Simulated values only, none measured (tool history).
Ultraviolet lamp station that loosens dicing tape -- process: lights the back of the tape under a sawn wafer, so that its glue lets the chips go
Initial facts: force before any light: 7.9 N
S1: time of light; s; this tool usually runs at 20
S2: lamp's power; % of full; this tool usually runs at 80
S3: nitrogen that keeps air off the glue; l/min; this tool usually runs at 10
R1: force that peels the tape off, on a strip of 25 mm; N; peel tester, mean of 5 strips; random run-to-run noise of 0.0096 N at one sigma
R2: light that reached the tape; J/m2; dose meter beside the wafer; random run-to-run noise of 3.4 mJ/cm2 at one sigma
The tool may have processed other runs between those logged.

| run | hour | S1 | S2 | S3 | R1 | R2 |
|---|---|---|---|---|---|---|
| 1 | 0 | 20 | 80 | 10 | 0.579 | 4600 |
| 2 | 21.5 | 20 | 80 | 10 | 0.618 | 4540 |
| 3 | 39.7 | 21 | 80 | 10 | 0.544 | 4750 |
| 4 | 62.9 | 20 | 67 | 10 | 0.941 | 3740 |
| 5 | 78.4 | 20 | 67 | 10 | 0.96 | 3750 |
| 6 | 89.4 | 20 | 80 | 6 | 0.929 | 4500 |
| 7 | 101.3 | 20 | 80 | 6 | 0.924 | 4400 |
| 8 | 115.4 | 20 | 80 | 6 | 0.922 | 4400 |
| 9 | 130.3 | 20 | 90 | 10 | 0.512 | 4890 |
| 10 | 147.5 | 15 | 82 | 8 | 1.336 | 3360 |
|  | 150.5 | window cleaned of glue's vapour |
| 11 | 174.8 | 15 | 82 | 8 | 1.52 | 3120 |
| 12 | 188.8 | 15 | 82 | 8 | 1.569 | 3050 |
| 13 | 206.5 | 29 | 94 | 10 | 0.219 | 6690 |
| 14 | 230.5 | 11 | 80 | 10 | 2.296 | 2150 |

Consider 5 possible next runs. They are alternatives, not a sequence: every one starts from the tool as it was left by run 14. What does each give?
|  | 238.3 | window cleaned of glue's vapour, once more |
| A | 257.7 | 20 | 92 | 7 | ? | ? |
|  | 238.3 | window cleaned of glue's vapour, once more |
| B | 257.7 | 32 | 72 | 13 | ? | ? |
|  | 238.3 | window cleaned of glue's vapour, once more |
| C | 257.7 | 11 | 79 | 10 | ? | ? |
|  | 238.3 | window cleaned of glue's vapour, once more |
| D | 257.7 | 20 | 71 | 5 | ? | ? |
|  | 238.3 | window cleaned of glue's vapour, once more |
| E | 257.7 | 13 | 80 | 10 | ? | ? |

| run | R1 | R2 |
|---|---|---|
| A | 0.566 | 5270 |
| B | 0.197 | 6550 |
| C | 1.89 | 2470 |
| D | 1.251 | 4060 |
| E | 1.456 | 2990 |
Without the tool's hidden state the same runs would have given:
| run | R1 | R2 |
|---|---|---|
| A | 0.378 | 6180 |
| B | 0.135 | 7690 |
| C | 1.483 | 2900 |
| D | 0.919 | 4760 |
| E | 1.094 | 3510 |
